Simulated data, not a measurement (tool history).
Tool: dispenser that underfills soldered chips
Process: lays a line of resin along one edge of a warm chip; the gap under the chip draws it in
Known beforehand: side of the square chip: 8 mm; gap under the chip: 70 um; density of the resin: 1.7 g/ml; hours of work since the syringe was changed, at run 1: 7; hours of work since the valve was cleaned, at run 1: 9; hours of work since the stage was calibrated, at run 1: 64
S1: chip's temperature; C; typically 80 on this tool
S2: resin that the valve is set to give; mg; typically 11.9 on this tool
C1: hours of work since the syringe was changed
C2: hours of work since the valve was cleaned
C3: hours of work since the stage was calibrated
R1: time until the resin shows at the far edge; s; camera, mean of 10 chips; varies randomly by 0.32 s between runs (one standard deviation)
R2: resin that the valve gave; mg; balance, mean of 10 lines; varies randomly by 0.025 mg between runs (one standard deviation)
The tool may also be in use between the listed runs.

{"run": 1, "day": 0.0, "S1": 80, "S2": 11.9, "C1": 7, "C2": 9, "C3": 64, "R1": 21.1, "R2": 11.81}
{"day": 0.154, "done": "new syringe of resin"}
{"run": 2, "day": 0.183, "S1": 80, "S2": 13.7, "C1": 1, "C2": 12, "C3": 67, "R1": 12.4, "R2": 13.62}
{"run": 3, "day": 0.283, "S1": 84, "S2": 13.7, "C1": 2, "C2": 14, "C3": 68, "R1": 12.2, "R2": 13.59}
{"run": 4, "day": 0.45, "S1": 84, "S2": 13.7, "C1": 5, "C2": 17, "C3": 72, "R1": 15.7, "R2": 13.55}
{"run": 5, "day": 0.588, "S1": 84, "S2": 13.7, "C1": 8, "C2": 19, "C3": 74, "R1": 20, "R2": 13.49}
{"day": 0.667, "done": "new syringe of resin"}
{"run": 6, "day": 0.717, "S1": 84, "S2": 13.7, "C1": 1, "C2": 21, "C3": 76, "R1": 10.6, "R2": 13.51}
{"run": 7, "day": 0.858, "S1": 85, "S2": 11.9, "C1": 4, "C2": 24, "C3": 79, "R1": 13.8, "R2": 11.75}
{"run": 8, "day": 0.975, "S1": 85, "S2": 11.9, "C1": 6, "C2": 26, "C3": 81, "R1": 16.1, "R2": 11.71}
{"run": 9, "day": 1.142, "S1": 85, "S2": 11.9, "C1": 9, "C2": 29, "C3": 84, "R1": 20.6, "R2": 11.67}
{"day": 1.188, "done": "new syringe of resin"}
{"run": 10, "day": 1.292, "S1": 73, "S2": 11.9, "C1": 2, "C2": 32, "C3": 86, "R1": 18.8, "R2": 11.64}
{"run": 11, "day": 1.417, "S1": 73, "S2": 11.9, "C1": 4, "C2": 34, "C3": 89, "R1": 22.3, "R2": 11.65}
{"run": 12, "day": 1.529, "S1": 73, "S2": 11.9, "C1": 6, "C2": 36, "C3": 91, "R1": 27.4, "R2": 11.61}
{"run": 13, "day": 1.654, "S1": 73, "S2": 11.9, "C1": 9, "C2": 38, "C3": 93, "R1": 32.9, "R2": 11.61}
{"day": 1.7, "done": "new syringe of resin"}
{"run": 14, "day": 1.854, "S1": 75, "S2": 11.9, "C1": 3, "C2": 42, "C3": 97, "R1": 18.2, "R2": 11.62}
{"run": 15, "day": 1.988, "S1": 75, "S2": 11.1, "C1": 5, "C2": 44, "C3": 99, "R1": 23.2, "R2": 10.81}
{"run": 16, "day": 2.154, "S1": 85, "S2": 12.1, "C1": 8, "C2": 47, "C3": 102, "R1": 20.4, "R2": 11.74}
{"day": 2.212, "done": "new syringe of resin"}
{"run": 17, "day": 2.279, "S1": 80, "S2": 14.9, "C1": 1, "C2": 49, "C3": 104, "R1": 12.7, "R2": 14.53}
{"run": 18, "day": 2.462, "S1": 83, "S2": 12.2, "C1": 5, "C2": 53, "C3": 107, "R1": 15.1, "R2": 11.86}
{"run": 19, "day": 2.629, "S1": 76, "S2": 11.9, "C1": 8, "C2": 56, "C3": 110, "R1": 25.8, "R2": 11.54}
{"day": 2.733, "done": "new syringe of resin"}
{"run": 20, "day": 2.775, "S1": 79, "S2": 10.7, "C1": 1, "C2": 58, "C3": 113, "R1": 13.4, "R2": 10.36}
{"run": 21, "day": 2.871, "S1": 84, "S2": 13.2, "C1": 3, "C2": 60, "C3": 115, "R1": 13.1, "R2": 12.77}
{"run": 22, "day": 3.038, "S1": 84, "S2": 13.2, "C1": 6, "C2": 63, "C3": 118, "R1": 16.2, "R2": 12.74}
{"run": 23, "day": 3.225, "S1": 84, "S2": 13.2, "C1": 9, "C2": 66, "C3": 121, "R1": 22, "R2": 12.72}
{"day": 3.246, "done": "new syringe of resin"}
{"run": 24, "day": 3.4, "S1": 71, "S2": 12.1, "C1": 3, "C2": 69, "C3": 124, "R1": 22.5, "R2": 11.63}

Run 25 has not been measured yet. What should we expect?
{"run": 25, "day": 3.538, "S1": 67, "S2": 11.8, "C1": 5, "C2": 72, "C3": 127, "R1": "?", "R2": "?"}

R1: 33 s
R2: 11.34 mg
Take away the tool's hidden state, keep the run-to-run variation as it was, and the same run would have given R1 20 s, R2 11.8 mg.
